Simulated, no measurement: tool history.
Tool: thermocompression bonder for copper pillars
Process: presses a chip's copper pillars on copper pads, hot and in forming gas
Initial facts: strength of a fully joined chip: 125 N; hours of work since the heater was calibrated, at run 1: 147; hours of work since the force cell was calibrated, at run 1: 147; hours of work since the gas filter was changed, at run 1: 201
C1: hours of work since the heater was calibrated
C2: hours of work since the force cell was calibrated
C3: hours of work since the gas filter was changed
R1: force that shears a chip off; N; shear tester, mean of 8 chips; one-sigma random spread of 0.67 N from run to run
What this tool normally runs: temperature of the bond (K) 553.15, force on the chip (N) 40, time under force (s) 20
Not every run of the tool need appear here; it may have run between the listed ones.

{"run": 1, "day": 0.0, "temperature of the bond (K)": 553.15, "force on the chip (N)": 40, "time under force (s)": 20, "C1": 147, "C2": 147, "C3": 201, "R1": 41.2}
{"run": 2, "day": 1.362, "temperature of the bond (K)": 553.15, "force on the chip (N)": 40, "time under force (s)": 20, "C1": 166, "C2": 166, "C3": 220, "R1": 41.6}
{"run": 3, "day": 2.671, "temperature of the bond (K)": 553.15, "force on the chip (N)": 40, "time under force (s)": 20, "C1": 184, "C2": 184, "C3": 238, "R1": 40.8}
{"run": 4, "day": 3.633, "temperature of the bond (K)": 553.15, "force on the chip (N)": 40, "time under force (s)": 20, "C1": 198, "C2": 198, "C3": 252, "R1": 40.1}
{"run": 5, "day": 4.375, "temperature of the bond (K)": 553.15, "force on the chip (N)": 40, "time under force (s)": 30, "C1": 208, "C2": 208, "C3": 262, "R1": 47.8}
{"run": 6, "day": 5.054, "temperature of the bond (K)": 553.15, "force on the chip (N)": 26, "time under force (s)": 20, "C1": 218, "C2": 218, "C3": 272, "R1": 26.2}
{"run": 7, "day": 6.396, "temperature of the bond (K)": 553.15, "force on the chip (N)": 26, "time under force (s)": 20, "C1": 237, "C2": 237, "C3": 291, "R1": 26.5}
{"run": 8, "day": 7.267, "temperature of the bond (K)": 553.15, "force on the chip (N)": 26, "time under force (s)": 20, "C1": 249, "C2": 249, "C3": 303, "R1": 26.5}
{"run": 9, "day": 8.608, "temperature of the bond (K)": 553.15, "force on the chip (N)": 26, "time under force (s)": 20, "C1": 268, "C2": 268, "C3": 322, "R1": 25}
{"run": 10, "day": 9.25, "temperature of the bond (K)": 553.15, "force on the chip (N)": 49, "time under force (s)": 20, "C1": 277, "C2": 277, "C3": 331, "R1": 49.5}
{"run": 11, "day": 10.529, "temperature of the bond (K)": 553.15, "force on the chip (N)": 49, "time under force (s)": 20, "C1": 295, "C2": 295, "C3": 349, "R1": 46.6}
{"run": 12, "day": 11.654, "temperature of the bond (K)": 553.15, "force on the chip (N)": 49, "time under force (s)": 20, "C1": 311, "C2": 311, "C3": 365, "R1": 47.9}
{"run": 13, "day": 12.617, "temperature of the bond (K)": 553.15, "force on the chip (N)": 40, "time under force (s)": 20, "C1": 324, "C2": 324, "C3": 378, "R1": 38.6}
{"run": 14, "day": 13.233, "temperature of the bond (K)": 553.15, "force on the chip (N)": 40, "time under force (s)": 20, "C1": 333, "C2": 333, "C3": 387, "R1": 38}
{"run": 15, "day": 14.662, "temperature of the bond (K)": 553.15, "force on the chip (N)": 40, "time under force (s)": 20, "C1": 353, "C2": 353, "C3": 407, "R1": 39.9}
{"run": 16, "day": 15.633, "temperature of the bond (K)": 553.15, "force on the chip (N)": 40, "time under force (s)": 20, "C1": 367, "C2": 367, "C3": 421, "R1": 37.2}
{"run": 17, "day": 16.696, "temperature of the bond (K)": 553.15, "force on the chip (N)": 40, "time under force (s)": 20, "C1": 382, "C2": 382, "C3": 436, "R1": 37.5}
{"run": 18, "day": 17.933, "temperature of the bond (K)": 553.15, "force on the chip (N)": 40, "time under force (s)": 20, "C1": 399, "C2": 399, "C3": 453, "R1": 38.7}
{"run": 19, "day": 18.738, "temperature of the bond (K)": 553.15, "force on the chip (N)": 40, "time under force (s)": 20, "C1": 410, "C2": 410, "C3": 464, "R1": 36.8}
{"run": 20, "day": 19.5, "temperature of the bond (K)": 553.15, "force on the chip (N)": 40, "time under force (s)": 20, "C1": 421, "C2": 421, "C3": 475, "R1": 39.3}
{"day": 20.175, "done": "forming gas filter changed"}
{"run": 21, "day": 20.196, "temperature of the bond (K)": 553.15, "force on the chip (N)": 40, "time under force (s)": 20, "C1": 431, "C2": 431, "C3": 0, "R1": 41.2}
{"run": 22, "day": 21.55, "temperature of the bond (K)": 553.15, "force on the chip (N)": 40, "time under force (s)": 20, "C1": 450, "C2": 450, "C3": 19, "R1": 41}
{"run": 23, "day": 22.875, "temperature of the bond (K)": 579.15, "force on the chip (N)": 36, "time under force (s)": 28, "C1": 468, "C2": 468, "C3": 38, "R1": 52.6}
{"run": 24, "day": 24.129, "temperature of the bond (K)": 579.15, "force on the chip (N)": 25, "time under force (s)": 13, "C1": 486, "C2": 486, "C3": 56, "R1": 26.8}
{"run": 25, "day": 24.833, "temperature of the bond (K)": 568.15, "force on the chip (N)": 42, "time under force (s)": 20, "C1": 496, "C2": 496, "C3": 66, "R1": 48.5}
{"run": 26, "day": 25.746, "temperature of the bond (K)": 546.15, "force on the chip (N)": 42, "time under force (s)": 17, "C1": 509, "C2": 509, "C3": 78, "R1": 36.3}
{"run": 27, "day": 26.808, "temperature of the bond (K)": 529.15, "force on the chip (N)": 54, "time under force (s)": 34, "C1": 524, "C2": 524, "C3": 93, "R1": 53.3}
{"run": 28, "day": 27.862, "temperature of the bond (K)": 529.15, "force on the chip (N)": 54, "time under force (s)": 34, "C1": 538, "C2": 538, "C3": 108, "R1": 51.1}
{"run": 29, "day": 28.883, "temperature of the bond (K)": 529.15, "force on the chip (N)": 54, "time under force (s)": 34, "C1": 553, "C2": 553, "C3": 123, "R1": 51.6}
{"run": 30, "day": 29.862, "temperature of the bond (K)": 529.15, "force on the chip (N)": 54, "time under force (s)": 34, "C1": 567, "C2": 567, "C3": 136, "R1": 51.4}
{"run": 31, "day": 31.162, "temperature of the bond (K)": 553.15, "force on the chip (N)": 55, "time under force (s)": 20, "C1": 585, "C2": 585, "C3": 155, "R1": 53.8}
{"run": 32, "day": 32.288, "temperature of the bond (K)": 544.15, "force on the chip (N)": 27, "time under force (s)": 27, "C1": 601, "C2": 601, "C3": 170, "R1": 27.2}
{"run": 33, "day": 33.55, "temperature of the bond (K)": 530.15, "force on the chip (N)": 37, "time under force (s)": 25, "C1": 618, "C2": 618, "C3": 188, "R1": 30.5}
{"run": 34, "day": 34.858, "temperature of the bond (K)": 553.15, "force on the chip (N)": 30, "time under force (s)": 14, "C1": 637, "C2": 637, "C3": 207, "R1": 24.9}
{"run": 35, "day": 35.888, "temperature of the bond (K)": 553.15, "force on the chip (N)": 40, "time under force (s)": 56, "C1": 651, "C2": 651, "C3": 221, "R1": 56}
{"run": 36, "day": 36.867, "temperature of the bond (K)": 553.15, "force on the chip (N)": 40, "time under force (s)": 56, "C1": 665, "C2": 665, "C3": 235, "R1": 56.8}
{"run": 37, "day": 37.725, "temperature of the bond (K)": 553.15, "force on the chip (N)": 40, "time under force (s)": 56, "C1": 677, "C2": 677, "C3": 247, "R1": 57.2}
{"run": 38, "day": 38.846, "temperature of the bond (K)": 553.15, "force on the chip (N)": 40, "time under force (s)": 56, "C1": 693, "C2": 693, "C3": 263, "R1": 55.6}
{"run": 39, "day": 40.075, "temperature of the bond (K)": 540.15, "force on the chip (N)": 32, "time under force (s)": 22, "C1": 710, "C2": 710, "C3": 280, "R1": 29}

How would selected steps in R1 from run to run divide? Give the signed amount a tool lacking its hidden state would still show from settings, what came in and random variation, and the signed amount left for the hidden state, including any gauge scatter that is not in both of the compared results.
The hidden state here: true temperature of the bond over the reading, C; force that reaches the chip, % of what is set; oxide that the forming gas leaves, % of the face; drift of the gauge itself on shear_n, %.
Run 20 -> 21: forming gas filter changed. R1 +1.9 N: hidden state +3.4, all else -1.5.
Run 31 -> 32: temperature of the bond (K) 553.15 -> 544.15, force on the chip (N) 55 -> 27, time under force (s) 20 -> 27. R1 -26.6 N: hidden state +2.1, all else -28.7.
Run 34 -> 35: force on the chip (N) 30 -> 40, time under force (s) 14 -> 56. R1 +31.1 N: hidden state -3.6, all else +34.7.
Run 38 -> 39: temperature of the bond (K) 553.15 -> 540.15, force on the chip (N) 40 -> 32, time under force (s) 56 -> 22. R1 -26.6 N: hidden state +3.1, all else -29.7.

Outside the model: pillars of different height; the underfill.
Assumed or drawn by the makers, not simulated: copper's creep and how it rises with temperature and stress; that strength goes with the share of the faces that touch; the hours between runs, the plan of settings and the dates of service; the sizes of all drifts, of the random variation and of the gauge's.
